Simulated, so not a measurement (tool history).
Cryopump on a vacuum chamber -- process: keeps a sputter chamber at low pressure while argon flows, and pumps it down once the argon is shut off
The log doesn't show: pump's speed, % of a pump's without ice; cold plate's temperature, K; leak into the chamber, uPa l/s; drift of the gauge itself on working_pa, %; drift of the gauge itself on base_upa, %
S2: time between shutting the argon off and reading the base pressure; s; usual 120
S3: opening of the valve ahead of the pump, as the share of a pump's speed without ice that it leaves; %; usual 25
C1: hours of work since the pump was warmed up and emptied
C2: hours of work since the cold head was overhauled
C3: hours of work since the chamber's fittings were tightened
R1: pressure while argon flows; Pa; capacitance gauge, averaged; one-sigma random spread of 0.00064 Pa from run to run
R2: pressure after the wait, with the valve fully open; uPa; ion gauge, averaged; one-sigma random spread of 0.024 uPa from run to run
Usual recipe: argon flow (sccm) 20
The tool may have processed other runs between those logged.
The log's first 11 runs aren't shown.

{"run": 12, "day": 23.812, "argon flow (sccm)": 20, "S2": 59, "S3": 25, "C1": 118, "C2": 546, "C3": 628, "R1": 0.102, "R2": 2.56}
{"run": 13, "day": 26.504, "argon flow (sccm)": 20, "S2": 59, "S3": 25, "C1": 173, "C2": 601, "C3": 683, "R1": 0.1043, "R2": 2.83}
{"run": 14, "day": 28.342, "argon flow (sccm)": 20, "S2": 59, "S3": 25, "C1": 210, "C2": 639, "C3": 721, "R1": 0.1041, "R2": 2.96}
{"run": 15, "day": 31.0, "argon flow (sccm)": 20, "S2": 59, "S3": 25, "C1": 265, "C2": 693, "C3": 775, "R1": 0.1067, "R2": 3.07}
{"run": 16, "day": 32.854, "argon flow (sccm)": 20, "S2": 120, "S3": 25, "C1": 302, "C2": 731, "C3": 813, "R1": 0.1072, "R2": 2.64}
{"run": 17, "day": 34.517, "argon flow (sccm)": 20, "S2": 120, "S3": 18, "C1": 336, "C2": 765, "C3": 846, "R1": 0.1475, "R2": 2.77}
{"run": 18, "day": 37.262, "argon flow (sccm)": 20, "S2": 120, "S3": 15, "C1": 392, "C2": 821, "C3": 902, "R1": 0.1765, "R2": 3.05}
{"day": 39.233, "done": "pump warmed up, emptied and cooled again"}
{"run": 19, "day": 39.8, "argon flow (sccm)": 10, "S2": 40, "S3": 25, "C1": 12, "C2": 868, "C3": 950, "R1": 0.0497, "R2": 3.63}
{"run": 20, "day": 41.696, "argon flow (sccm)": 10, "S2": 40, "S3": 24, "C1": 50, "C2": 907, "C3": 989, "R1": 0.0522, "R2": 3.82}
{"run": 21, "day": 42.962, "argon flow (sccm)": 18, "S2": 44, "S3": 27, "C1": 76, "C2": 933, "C3": 1014, "R1": 0.0838, "R2": 3.7}
{"run": 22, "day": 45.929, "argon flow (sccm)": 13, "S2": 29, "S3": 17, "C1": 136, "C2": 993, "C3": 1075, "R1": 0.096, "R2": 4.68}
{"run": 23, "day": 48.338, "argon flow (sccm)": 25, "S2": 237, "S3": 52, "C1": 185, "C2": 1042, "C3": 1124, "R1": 0.0652, "R2": 2.68}
{"run": 24, "day": 50.308, "argon flow (sccm)": 33, "S2": 27, "S3": 46, "C1": 226, "C2": 1082, "C3": 1164, "R1": 0.0992, "R2": 5.34}
{"run": 25, "day": 52.496, "argon flow (sccm)": 33, "S2": 27, "S3": 46, "C1": 270, "C2": 1127, "C3": 1209, "R1": 0.1, "R2": 5.49}
{"run": 26, "day": 54.996, "argon flow (sccm)": 33, "S2": 27, "S3": 46, "C1": 321, "C2": 1178, "C3": 1260, "R1": 0.1012, "R2": 5.68}
{"run": 27, "day": 57.167, "argon flow (sccm)": 33, "S2": 27, "S3": 46, "C1": 366, "C2": 1222, "C3": 1304, "R1": 0.1047, "R2": 5.86}
{"run": 28, "day": 59.229, "argon flow (sccm)": 11, "S2": 120, "S3": 25, "C1": 408, "C2": 1264, "C3": 1346, "R1": 0.0607, "R2": 4.22}
{"day": 60.425, "done": "pump warmed up, emptied and cooled again"}
{"run": 29, "day": 61.075, "argon flow (sccm)": 11, "S2": 120, "S3": 25, "C1": 13, "C2": 1297, "C3": 1379, "R1": 0.0554, "R2": 3.21}
{"day": 61.342, "done": "leaking fittings of the chamber tightened, without venting"}
{"run": 30, "day": 64.012, "argon flow (sccm)": 20, "S2": 58, "S3": 25, "C1": 71, "C2": 1356, "C3": 54, "R1": 0.1015, "R2": 1.55}
{"run": 31, "day": 66.475, "argon flow (sccm)": 22, "S2": 58, "S3": 25, "C1": 122, "C2": 1406, "C3": 105, "R1": 0.1126, "R2": 1.69}
{"run": 32, "day": 67.95, "argon flow (sccm)": 22, "S2": 58, "S3": 25, "C1": 152, "C2": 1436, "C3": 135, "R1": 0.1126, "R2": 1.87}
{"run": 33, "day": 70.25, "argon flow (sccm)": 22, "S2": 117, "S3": 46, "C1": 199, "C2": 1483, "C3": 182, "R1": 0.0645, "R2": 1.25}

Each row is a separate what-if for the run after 33, all from the same tool condition, not one after another. Results?
{"run": "A", "day": 72.7, "argon flow (sccm)": 22, "S2": 165, "S3": 28, "C1": 248, "C2": 1533, "C3": 232, "R1": "?", "R2": "?"}
{"run": "B", "day": 72.7, "argon flow (sccm)": 30, "S2": 45, "S3": 21, "C1": 248, "C2": 1533, "C3": 232, "R1": "?", "R2": "?"}
{"run": "C", "day": 72.7, "argon flow (sccm)": 15, "S2": 286, "S3": 16, "C1": 248, "C2": 1533, "C3": 232, "R1": "?", "R2": "?"}
{"run": "D", "day": 72.7, "argon flow (sccm)": 9, "S2": 285, "S3": 49, "C1": 248, "C2": 1533, "C3": 232, "R1": "?", "R2": "?"}

run=A R1=0.1039 R2=1.19
run=B R1=0.1869 R2=2.37
run=C R1=0.1212 R2=1.02
run=D R1=0.0253 R2=1.05
With the hidden condition removed and each run's random variation left untouched, the same runs would have given:
run=A R1=0.0976 R2=0.64
run=B R1=0.1784 R2=1.83
run=C R1=0.1168 R2=0.47
run=D R1=0.0228 R2=0.50
